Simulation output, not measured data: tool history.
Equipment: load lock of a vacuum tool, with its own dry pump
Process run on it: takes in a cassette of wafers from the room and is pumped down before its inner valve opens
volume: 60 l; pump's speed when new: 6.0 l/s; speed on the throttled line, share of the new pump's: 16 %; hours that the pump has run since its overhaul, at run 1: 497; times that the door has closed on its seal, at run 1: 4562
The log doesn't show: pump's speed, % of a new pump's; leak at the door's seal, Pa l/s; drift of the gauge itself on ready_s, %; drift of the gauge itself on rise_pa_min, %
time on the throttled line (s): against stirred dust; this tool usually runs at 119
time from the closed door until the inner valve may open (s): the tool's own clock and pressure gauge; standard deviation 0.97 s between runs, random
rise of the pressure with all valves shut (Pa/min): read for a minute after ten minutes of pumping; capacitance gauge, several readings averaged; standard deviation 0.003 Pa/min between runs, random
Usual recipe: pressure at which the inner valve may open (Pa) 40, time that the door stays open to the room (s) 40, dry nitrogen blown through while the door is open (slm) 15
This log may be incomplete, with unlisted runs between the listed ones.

run    hour  time on the throttled line (s)  pressure at which the inner valve may open (Pa)  time that the door stays open to the room (s)  dry nitrogen blown through while the door is open (slm)  hours that the pump has run since its overhaul  times that the door has closed on its seal  incoming humidity of the room's air, %  time from the closed door until the inner valve may open (s)  rise of the pressure with all valves shut (Pa/min)
  1     0.0                             119                                               40                                             40                                                       15                                             497                                        4562                                    44.6                                                         176.0                                               0.030
  2   189.4                             119                                               40                                             40                                                       15                                             686                                        5417                                    44.2                                                         178.7                                               0.026
  3   294.9                             119                                               40                                             40                                                        6                                             792                                        5894                                    46.7                                                         177.1                                               0.045
  4   425.5                             119                                               40                                             40                                                       15                                             922                                        6484                                    43.7                                                         178.5                                               0.035
  5   526.7                             119                                               40                                             40                                                       15                                            1023                                        6941                                    46.3                                                         178.7                                               0.036
  6   672.4                             119                                               40                                             40                                                        7                                            1169                                        7599                                    44.1                                                         179.4                                               0.053
  7   860.5                             119                                               40                                             40                                                        7                                            1357                                        8449                                    44.5                                                         178.8                                               0.055
  8   979.3                             119                                               40                                             40                                                        7                                            1476                                        8986                                    48.7                                                         177.7                                               0.057
  9  1067.0                             119                                               40                                             40                                                        7                                            1564                                        9382                                    42.1                                                         178.5                                               0.061
 10  1253.9                             120                                               40                                             40                                                       15                                            1751                                       10226                                    46.4                                                         178.0                                               0.049
 11  1380.7                             120                                               40                                             40                                                       15                                            1877                                       10799                                    47.2                                                         181.7                                               0.056
 12  1495.0                             119                                               40                                             41                                                       15                                            1992                                       11315                                    46.4                                                         180.0                                               0.058
 13  1610.8                             119                                               40                                             41                                                       15                                            2108                                       11838                                    45.1                                                         179.7                                               0.063
 14  1736.2                             119                                               40                                             41                                                       15                                            2233                                       12404                                    43.5                                                         180.0                                               0.054
 15  1871.6                             119                                               40                                             41                                                       15                                            2368                                       13016                                    41.5                                                         181.2                                               0.064
 16  2025.8                             144                                               40                                            151                                                       15                                            2523                                       13712                                    43.0                                                         198.8                                               0.081
 17  2132.8                             144                                               40                                            151                                                       15                                            2630                                       14196                                    41.4                                                         201.4                                               0.085
 18  2218.6                             144                                               40                                            151                                                       15                                            2715                                       14583                                    44.1                                                         199.5                                               0.084
 19  2383.7                             122                                               50                                             40                                                        5                                            2880                                       15329                                    48.1                                                         181.5                                               0.090
 20  2536.1                             114                                               75                                             40                                                       38                                            3033                                       16017                                    42.1                                                         167.4                                               0.076

Expected results for the next run?
 21  2687.1                             119                                               40                                             40                                                       19                                            3184                                       16699                                    43.4                                                             ?                                                   ?

{"run 21": {"time from the closed door until the inner valve may open (s)": 179.9, "rise of the pressure with all valves shut (Pa/min)": 0.083}}
Minus the tool's unlogged condition, the same run would have read time from the closed door until the inner valve may open (s) 178.3, rise of the pressure with all valves shut (Pa/min) 0.015.
